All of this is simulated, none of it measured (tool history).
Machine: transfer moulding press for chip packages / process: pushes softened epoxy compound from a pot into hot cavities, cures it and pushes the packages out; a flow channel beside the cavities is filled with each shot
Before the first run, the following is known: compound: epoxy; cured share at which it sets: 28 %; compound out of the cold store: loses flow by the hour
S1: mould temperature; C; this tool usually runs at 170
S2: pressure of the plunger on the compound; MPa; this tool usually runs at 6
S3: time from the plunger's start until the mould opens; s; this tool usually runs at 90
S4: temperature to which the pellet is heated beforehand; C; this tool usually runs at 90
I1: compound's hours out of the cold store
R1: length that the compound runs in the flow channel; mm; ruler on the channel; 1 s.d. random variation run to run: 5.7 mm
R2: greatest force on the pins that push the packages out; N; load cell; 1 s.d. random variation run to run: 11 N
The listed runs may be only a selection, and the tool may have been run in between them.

run,hour,S1,S2,S3,S4,I1,R1,R2
1,0.0,170,6,90,90,33.4,905,504
2,11.0,170,6,92,90,35.0,901,503
3,18.7,176,6,90,90,22.2,970,426
4,27.2,170,6,90,90,29.7,929,501
5,37.0,170,6,90,90,33.7,913,512
6,49.5,170,6,76,90,15.5,1033,745
7,60.5,170,6,76,90,35.7,895,692
# hour 73.1: cavities cleaned with cleaning compound and waxed
8,74.7,170,6,90,86,34.4,903,505
9,83.6,170,6,90,86,15.4,1036,536
10,91.2,170,6,90,86,13.9,1053,520
11,100.2,170,6,90,90,24.8,972,508
12,110.0,170,6,90,90,42.9,836,498
13,121.8,170,6,90,90,42.1,846,503
14,128.6,170,6,90,90,22.6,982,509

Run 15 is up next; what results do you expect?
15,139.0,170,6,90,90,41.2,?,?

{"run 15": {"R1": 850, "R2": 516}}
Without the tool's hidden state the same run would have given R1 851 mm, R2 510 N.
